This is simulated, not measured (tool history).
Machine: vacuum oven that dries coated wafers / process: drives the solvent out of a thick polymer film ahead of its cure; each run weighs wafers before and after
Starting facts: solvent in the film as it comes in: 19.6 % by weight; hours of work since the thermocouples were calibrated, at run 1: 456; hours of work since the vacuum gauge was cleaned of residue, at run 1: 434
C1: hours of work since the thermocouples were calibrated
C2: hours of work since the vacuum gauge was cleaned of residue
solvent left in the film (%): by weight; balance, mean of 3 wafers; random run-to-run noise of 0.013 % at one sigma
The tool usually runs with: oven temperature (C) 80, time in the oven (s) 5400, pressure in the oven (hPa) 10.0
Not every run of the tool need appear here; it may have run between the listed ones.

Run 1, hour 0.0: usual settings; C1 456; C2 434. Result: solvent left in the film (%) 1.00.
Run 2, hour 14.4: usual settings; C1 467; C2 445. Result: solvent left in the film (%) 0.98.
Run 3, hour 26.4: usual settings but pressure in the oven (hPa) 5.4; C1 476; C2 454. Result: solvent left in the film (%) 0.88.
Run 4, hour 41.5: usual settings but pressure in the oven (hPa) 5.4; C1 488; C2 466. Result: solvent left in the film (%) 0.86.
Run 5, hour 53.8: usual settings but pressure in the oven (hPa) 5.4; C1 498; C2 476. Result: solvent left in the film (%) 0.86.
Run 6, hour 74.2: usual settings but pressure in the oven (hPa) 5.4; C1 514; C2 492. Result: solvent left in the film (%) 0.84.
Run 7, hour 88.6: usual settings; C1 525; C2 503. Result: solvent left in the film (%) 0.98.
Run 8, hour 107.6: usual settings but pressure in the oven (hPa) 7.3; C1 540; C2 518. Result: solvent left in the film (%) 0.90.
Run 9, hour 123.6: usual settings but time in the oven (s) 4020, pressure in the oven (hPa) 7.3; C1 552; C2 530. Result: solvent left in the film (%) 1.74.
Run 10, hour 132.3: usual settings but time in the oven (s) 7440; C1 559; C2 537. Result: solvent left in the film (%) 0.52.
Run 11, hour 143.1: usual settings but time in the oven (s) 7440; C1 568; C2 546. Result: solvent left in the film (%) 0.52.
Run 12, hour 152.8: usual settings but time in the oven (s) 7440; C1 575; C2 553. Result: solvent left in the film (%) 0.53.
Run 13, hour 173.9: usual settings but time in the oven (s) 7440; C1 592; C2 570. Result: solvent left in the film (%) 0.51.
Run 14, hour 185.5: usual settings but time in the oven (s) 4380; C1 601; C2 579. Result: solvent left in the film (%) 1.50.
Run 15, hour 206.6: usual settings but time in the oven (s) 8640; C1 617; C2 595. Result: solvent left in the film (%) 0.42.
Run 16, hour 226.2: usual settings but time in the oven (s) 8640; C1 632; C2 610. Result: solvent left in the film (%) 0.43.
Run 17, hour 240.3: usual settings but pressure in the oven (hPa) 6.1; C1 644; C2 622. Result: solvent left in the film (%) 0.88.
Run 18, hour 256.4: usual settings but pressure in the oven (hPa) 6.1; C1 656; C2 634. Result: solvent left in the film (%) 0.86.
Run 19, hour 270.6: usual settings; C1 667; C2 645. Result: solvent left in the film (%) 0.94.
Run 20, hour 281.9: usual settings; C1 676; C2 654. Result: solvent left in the film (%) 0.96.
Run 21, hour 300.7: usual settings but oven temperature (C) 72; C1 691; C2 669. Result: solvent left in the film (%) 2.35.
Run 22, hour 317.6: usual settings but oven temperature (C) 72; C1 704; C2 682. Result: solvent left in the film (%) 2.36.
Run 23, hour 333.0: usual settings but oven temperature (C) 72; C1 716; C2 694. Result: solvent left in the film (%) 2.34.
Run 24, hour 350.1: usual settings but oven temperature (C) 92, pressure in the oven (hPa) 17.1; C1 729; C2 707. Result: solvent left in the film (%) 0.38.
Run 25, hour 365.6: usual settings but oven temperature (C) 92, pressure in the oven (hPa) 17.1; C1 741; C2 719. Result: solvent left in the film (%) 0.39.
Run 26, hour 375.8: usual settings but oven temperature (C) 81, pressure in the oven (hPa) 14.4; C1 749; C2 727. Result: solvent left in the film (%) 0.97.
Run 27, hour 391.1: usual settings but oven temperature (C) 81, pressure in the oven (hPa) 14.4; C1 761; C2 739. Result: solvent left in the film (%) 0.96.
Run 28, hour 400.3: usual settings but time in the oven (s) 5280, pressure in the oven (hPa) 5.2; C1 769; C2 747. Result: solvent left in the film (%) 0.86.
Run 29, hour 415.1: usual settings but oven temperature (C) 74, pressure in the oven (hPa) 11.6; C1 780; C2 758. Result: solvent left in the film (%) 1.95.
Run 30, hour 424.6: usual settings but oven temperature (C) 74, time in the oven (s) 3300, pressure in the oven (hPa) 27.0; C1 787; C2 765. Result: solvent left in the film (%) 4.58.
Run 31, hour 441.0: usual settings but oven temperature (C) 72, time in the oven (s) 8160; C1 800; C2 778. Result: solvent left in the film (%) 1.08.
Run 32, hour 454.5: usual settings but oven temperature (C) 72, time in the oven (s) 8160; C1 811; C2 789. Result: solvent left in the film (%) 1.07.
Run 33, hour 469.4: usual settings but oven temperature (C) 72, time in the oven (s) 7680, pressure in the oven (hPa) 5.9; C1 823; C2 801. Result: solvent left in the film (%) 1.05.
Run 34, hour 484.3: usual settings but oven temperature (C) 72, time in the oven (s) 3720, pressure in the oven (hPa) 14.3; C1 834; C2 812. Result: solvent left in the film (%) 4.14.
Run 35, hour 499.9: usual settings but oven temperature (C) 72, time in the oven (s) 3720, pressure in the oven (hPa) 14.3; C1 846; C2 824. Result: solvent left in the film (%) 4.14.
Run 36, hour 509.1: usual settings but oven temperature (C) 70, pressure in the oven (hPa) 5.8; C1 853; C2 831. Result: solvent left in the film (%) 2.63.
Run 37, hour 522.5: usual settings but time in the oven (s) 3720, pressure in the oven (hPa) 10.4; C1 864; C2 842. Result: solvent left in the film (%) 2.01.
Run 38, hour 532.5: usual settings but oven temperature (C) 75, pressure in the oven (hPa) 5.5; C1 872; C2 850. Result: solvent left in the film (%) 1.51.
Run 39, hour 545.1: usual settings but oven temperature (C) 71, time in the oven (s) 6000, pressure in the oven (hPa) 5.5; C1 882; C2 860. Result: solvent left in the film (%) 1.94.
Run 40, hour 558.6: usual settings but oven temperature (C) 78, pressure in the oven (hPa) 6.8; C1 892; C2 870. Result: solvent left in the film (%) 1.10.
Run 41, hour 574.1: usual settings but time in the oven (s) 3960, pressure in the oven (hPa) 37.0; C1 904; C2 882. Result: solvent left in the film (%) 2.45.
Run 42, hour 593.6: usual settings but oven temperature (C) 95, time in the oven (s) 3360, pressure in the oven (hPa) 18.7; C1 920; C2 898. Result: solvent left in the film (%) 0.54.
Run 43, hour 612.1: usual settings but oven temperature (C) 69, time in the oven (s) 9480, pressure in the oven (hPa) 18.7; C1 934; C2 912. Result: solvent left in the film (%) 1.54.
Run 44, hour 624.4: usual settings but oven temperature (C) 69, time in the oven (s) 9480, pressure in the oven (hPa) 18.7; C1 944; C2 922. Result: solvent left in the film (%) 1.54.
Run 45, hour 636.2: usual settings but oven temperature (C) 69, time in the oven (s) 9480, pressure in the oven (hPa) 18.7; C1 953; C2 931. Result: solvent left in the film (%) 1.52.

Same runs, no hidden state in the tool, same run-to-run variation:
The hidden state here: true wafer temperature over the reading, C; true pressure over the reading, kPa; drift of the gauge itself on solvent_pct, %.
run  solvent left in the film (%)
  1                          1.10
  2                          1.09
  3                          0.98
  4                          0.97
  5                          0.97
  6                          0.94
  7                          1.09
  8                          1.02
  9                          1.95
 10                          0.56
 11                          0.56
 12                          0.56
 13                          0.55
 14                          1.70
 15                          0.43
 16                          0.44
 17                          1.01
 18                          0.99
 19                          1.08
 20                          1.10
 21                          2.66
 22                          2.67
 23                          2.65
 24                          0.39
 25                          0.40
 26                          1.11
 27                          1.10
 28                          1.01
 29                          2.24
 30                          5.05
 31                          1.24
 32                          1.23
 33                          1.23
 34                          4.62
 35                          4.62
 36                          3.03
 37                          2.34
 38                          1.79
 39                          2.27
 40                          1.31
 41                          2.81
 42                          0.62
 43                          1.74
 44                          1.74
 45                          1.73
